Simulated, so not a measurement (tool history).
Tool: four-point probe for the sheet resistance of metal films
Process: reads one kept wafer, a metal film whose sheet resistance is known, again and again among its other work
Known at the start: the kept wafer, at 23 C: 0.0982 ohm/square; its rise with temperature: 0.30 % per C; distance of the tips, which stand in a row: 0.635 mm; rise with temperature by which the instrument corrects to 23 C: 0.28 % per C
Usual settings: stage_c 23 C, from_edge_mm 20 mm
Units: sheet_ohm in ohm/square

| run | hour | stage_c | from_edge_mm | sheet_ohm |
|---|---|---|---|---|
| 1 | 0.0 | 23 | 20 | 0.097382 |
| 2 | 61.0 | 23 | 20 | 0.097320 |
| 3 | 101.2 | 23 | 20 | 0.097330 |
| 4 | 175.4 | 23 | 4 | 0.098563 |
| 5 | 214.0 | 23 | 5 | 0.098128 |
| 6 | 284.6 | 23 | 5 | 0.098076 |
| 7 | 328.1 | 25 | 20 | 0.097345 |
| 8 | 377.7 | 25 | 20 | 0.097308 |
| 9 | 412.8 | 23 | 13 | 0.097343 |
| 10 | 454.3 | 23 | 13 | 0.097357 |
| 11 | 494.0 | 23 | 25 | 0.097280 |
| 12 | 540.9 | 23 | 25 | 0.097260 |
|  | 546.2 | stage's thermometer calibrated |
| 13 | 596.1 | 23 | 25 | 0.097197 |
| 14 | 673.4 | 32 | 60 | 0.097294 |
| 15 | 713.2 | 25 | 21 | 0.097226 |
| 16 | 756.3 | 24 | 27 | 0.097161 |
|  | 785.8 | stage's thermometer calibrated, once more |
| 17 | 816.8 | 24 | 25 | 0.097401 |
| 18 | 862.4 | 19 | 68 | 0.097268 |
| 19 | 922.3 | 19 | 14 | 0.097375 |
| 20 | 997.9 | 19 | 14 | 0.097373 |
| 21 | 1057.5 | 27 | 50 | 0.097386 |
| 22 | 1109.4 | 27 | 50 | 0.097386 |
| 23 | 1186.0 | 34 | 4 | 0.098794 |
| 24 | 1248.9 | 34 | 15 | 0.097533 |
| 25 | 1313.4 | 34 | 14 | 0.097551 |

Measured less the same run without the tool's hidden state. The same run-to-run variation is in both; the gauge's scatter may not be:
The hidden state here: inner tips' distance over the nominal, %; tips' flats over new ones', %; wafer's true temperature over the reading, C; drift of the gauge itself on sheet_ohm, %.
| run | sheet_ohm |
|---|---|
| 1 | -0.000896 |
| 2 | -0.000905 |
| 3 | -0.000912 |
| 4 | -0.000936 |
| 5 | -0.000938 |
| 6 | -0.000950 |
| 7 | -0.000949 |
| 8 | -0.000957 |
| 9 | -0.000965 |
| 10 | -0.000971 |
| 11 | -0.000977 |
| 12 | -0.000985 |
| 13 | -0.001035 |
| 14 | -0.001044 |
| 15 | -0.001053 |
| 16 | -0.001061 |
| 17 | -0.000851 |
| 18 | -0.000857 |
| 19 | -0.000868 |
| 20 | -0.000880 |
| 21 | -0.000891 |
| 22 | -0.000900 |
| 23 | -0.000925 |
| 24 | -0.000924 |
| 25 | -0.000935 |
